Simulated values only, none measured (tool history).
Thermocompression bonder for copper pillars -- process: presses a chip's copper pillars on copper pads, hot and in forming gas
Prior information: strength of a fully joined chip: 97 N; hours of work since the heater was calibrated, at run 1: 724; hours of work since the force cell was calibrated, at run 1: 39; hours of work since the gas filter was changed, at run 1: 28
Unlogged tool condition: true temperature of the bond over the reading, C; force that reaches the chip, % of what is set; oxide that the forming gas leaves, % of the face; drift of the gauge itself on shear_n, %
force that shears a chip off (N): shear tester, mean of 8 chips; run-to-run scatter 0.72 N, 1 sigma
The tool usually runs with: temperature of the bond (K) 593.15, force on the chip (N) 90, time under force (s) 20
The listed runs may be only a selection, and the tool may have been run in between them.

run	hour	temperature of the bond (K)	force on the chip (N)	time under force (s)	hours of work since the heater was calibrated	hours of work since the force cell was calibrated	hours of work since the gas filter was changed	force that shears a chip off (N)
1	0.0	593.15	90	20	724	39	28	64.0
2	17.5	593.15	90	20	733	47	36	64.0
3	35.5	593.15	90	20	741	55	44	62.5
4	47.1	593.15	92	20	746	61	50	63.3
5	59.7	593.15	92	20	752	67	56	63.0
6	77.4	593.15	92	20	760	75	64	63.9
7	86.4	593.15	92	20	764	79	68	63.5
8	103.2	593.15	92	20	772	87	76	64.0
9	117.9	593.15	92	20	779	94	83	63.8
10	132.1	593.15	92	20	786	100	89	63.1
# hour 135.7: heater calibrated with a thermocouple chip
11	142.9	593.15	92	20	3	104	93	66.0
12	157.2	593.15	92	20	10	111	100	64.7

Predict the results of run 13:
13	164.5	565.15	90	20	13	114	103	?

force that shears a chip off (N): 49.8
The same run, on a tool lacking any hidden state, would have yielded force that shears a chip off (N) 42.1.
